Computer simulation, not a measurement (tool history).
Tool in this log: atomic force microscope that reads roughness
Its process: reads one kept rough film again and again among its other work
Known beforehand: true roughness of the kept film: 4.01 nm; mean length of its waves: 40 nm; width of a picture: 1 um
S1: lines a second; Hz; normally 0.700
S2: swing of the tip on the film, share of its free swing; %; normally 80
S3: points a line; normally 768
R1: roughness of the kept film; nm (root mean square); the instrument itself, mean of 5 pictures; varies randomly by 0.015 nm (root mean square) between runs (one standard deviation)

| run | hour | S1 | S2 | S3 | R1 |
|---|---|---|---|---|---|
| 1 | 0.0 | 0.700 | 80 | 768 | 3.434 |
| 2 | 17.8 | 0.700 | 80 | 768 | 3.385 |
|  | 43.5 | new tip fitted |
| 3 | 50.1 | 0.700 | 80 | 768 | 3.624 |
| 4 | 75.9 | 0.700 | 80 | 768 | 3.560 |
| 5 | 100.8 | 0.700 | 80 | 768 | 3.453 |
| 6 | 125.1 | 0.700 | 80 | 768 | 3.382 |
| 7 | 155.1 | 0.700 | 80 | 768 | 3.284 |
|  | 158.8 | new tip fitted |
| 8 | 181.3 | 0.700 | 80 | 768 | 3.553 |
| 9 | 204.3 | 0.700 | 80 | 768 | 3.512 |
| 10 | 219.4 | 0.700 | 80 | 768 | 3.456 |
| 11 | 247.6 | 1.596 | 80 | 377 | 3.173 |
|  | 273.8 | new tip fitted |
| 12 | 282.7 | 1.596 | 80 | 377 | 3.415 |
| 13 | 299.7 | 2.713 | 80 | 314 | 3.158 |
| 14 | 318.7 | 2.713 | 80 | 314 | 3.117 |

What will run 15 give?
| 15 | 341.0 | 2.713 | 80 | 314 | ? |

R1: 3.070 nm (root mean square)
Take away the tool's hidden state, keep the run-to-run variation as it was, and the same run would have given R1 3.267 nm (root mean square).
